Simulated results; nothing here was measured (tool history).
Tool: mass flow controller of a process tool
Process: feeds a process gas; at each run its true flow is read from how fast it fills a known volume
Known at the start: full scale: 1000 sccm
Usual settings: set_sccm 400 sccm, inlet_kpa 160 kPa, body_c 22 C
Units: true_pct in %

run	hour	set_sccm	inlet_kpa	body_c	true_pct
1	0.0	400	160	22	97.28
2	209.2	400	160	22	97.09
3	400.0	400	160	22	97.14
4	583.1	400	250	22	96.78
5	725.4	400	172	22	96.83
# hour 742.8: controller's zero set anew
6	824.3	400	172	22	97.19
7	933.1	162	176	37	97.04
8	1113.8	162	176	27	97.62
9	1228.0	162	176	27	97.75
10	1345.2	286	202	24	96.98
11	1511.9	311	152	34	96.53

4 ways to go on from here, each from the tool as it stands after run 11. What would each give?
A	1604.6	400	160	21	?
B	1604.6	311	152	24	?
C	1604.6	614	160	22	?
D	1604.6	545	160	30	?

run	true_pct
A	97.04
B	97.04
C	97.19
D	96.64
Without the tool's hidden state the same runs would have given:
run	true_pct
A	98.77
B	98.47
C	99.28
D	98.64

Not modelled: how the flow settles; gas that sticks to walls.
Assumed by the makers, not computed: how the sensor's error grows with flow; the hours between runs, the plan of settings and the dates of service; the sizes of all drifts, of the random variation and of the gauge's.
